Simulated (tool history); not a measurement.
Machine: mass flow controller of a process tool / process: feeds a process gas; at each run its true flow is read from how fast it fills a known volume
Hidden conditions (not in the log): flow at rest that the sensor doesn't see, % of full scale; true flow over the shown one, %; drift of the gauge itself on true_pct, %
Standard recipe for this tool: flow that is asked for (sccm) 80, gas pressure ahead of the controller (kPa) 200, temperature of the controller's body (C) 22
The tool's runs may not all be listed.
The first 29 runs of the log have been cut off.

run    hour  flow that is asked for (sccm)  gas pressure ahead of the controller (kPa)  temperature of the controller's body (C)  hours of work since the controller was set to zero  hours of work since the controller was changed  true flow (%)
 30  3398.2                             67                                         219                                        30                                                 157                                            3304         102.39
 31  3518.1                             23                                         219                                        30                                                 209                                            3356         102.66
 32  3668.9                             50                                         161                                        22                                                 274                                            3421         102.38
 33    3742                             78                                         200                                        22                                                 305                                            3452         102.32
 34  3906.3                             11                                         200                                        22                                                 376                                            3523         103.38
 35  4070.6                             11                                         200                                        22                                                 446                                            3593         103.58
 36    4138                             11                                         200                                        22                                                 475                                            3622         103.72
 37  4239.3                             80                                         144                                        22                                                 519                                            3666         102.74
 38  4315.7                             80                                         144                                        39                                                 552                                            3699         103.82
 39    4413                             51                                         169                                        28                                                 593                                            3740          103.1
 40  4531.4                             25                                         151                                        37                                                 644                                            3791         104.28
 41    4683                             25                                         151                                        37                                                 710                                            3856         104.49
 42  4844.4                             12                                         159                                        22                                                 779                                            3926         104.88
 43    4968                             39                                         148                                        23                                                 832                                            3979         103.42
 44  5102.6                             51                                         163                                        37                                                 890                                            4037         104.02
 45  5217.4                             51                                         177                                        37                                                 939                                            4086         104.01
 46  5377.5                             80                                         193                                        26                                                1008                                            4155         103.24
 47  5491.1                             36                                         200                                        22                                                1057                                            4204         103.33

Forecast each of these 3 alternatives for the next run:
  A  5559.5                             42                                         143                                        24                                                1086                                            4233              ?
  B  5559.5                             37                                         196                                        34                                                1086                                            4233              ?
  C  5559.5                             36                                         200                                        25                                                1086                                            4233              ?

run  true flow (%)
  A         103.76
  B         104.13
  C         103.68
Without the tool's hidden state the same runs would have given:
run  true flow (%)
  A         100.06
  B         100.31
  C          99.83
